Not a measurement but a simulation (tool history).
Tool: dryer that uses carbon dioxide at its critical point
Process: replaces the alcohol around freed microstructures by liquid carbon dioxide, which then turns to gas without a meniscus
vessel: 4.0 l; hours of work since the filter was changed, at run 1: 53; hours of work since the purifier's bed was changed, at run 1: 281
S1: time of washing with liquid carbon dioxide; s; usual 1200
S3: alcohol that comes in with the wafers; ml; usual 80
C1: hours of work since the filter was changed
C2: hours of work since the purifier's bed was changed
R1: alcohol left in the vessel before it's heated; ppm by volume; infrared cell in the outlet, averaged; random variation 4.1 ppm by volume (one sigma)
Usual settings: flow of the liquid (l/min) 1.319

Run 1, hour 0.0: usual settings; C1 53; C2 281. Result: R1 80 ppm by volume.
Run 2, hour 6.4: usual settings; C1 57; C2 285. Result: R1 81 ppm by volume.
Run 3, hour 13.3: usual settings; C1 61; C2 289. Result: R1 93 ppm by volume.
Run 4, hour 23.2: usual settings but S3 46 ml; C1 68; C2 296. Result: R1 58 ppm by volume.
Run 5, hour 34.4: usual settings but S3 46 ml; C1 75; C2 303. Result: R1 51 ppm by volume.
Run 6, hour 41.7: usual settings but S3 34 ml; C1 79; C2 308. Result: R1 38 ppm by volume.

The next listed run, before its measurement:
Run 7, hour 53.4: usual settings but S1 1680 s, flow of the liquid (l/min) 1.420, S3 44 ml; C1 87; C2 315. Result: R1 ?.

Run 7 gave R1 19 ppm by volume.
Without the tool's hidden state the same run would have given R1 10 ppm by volume.

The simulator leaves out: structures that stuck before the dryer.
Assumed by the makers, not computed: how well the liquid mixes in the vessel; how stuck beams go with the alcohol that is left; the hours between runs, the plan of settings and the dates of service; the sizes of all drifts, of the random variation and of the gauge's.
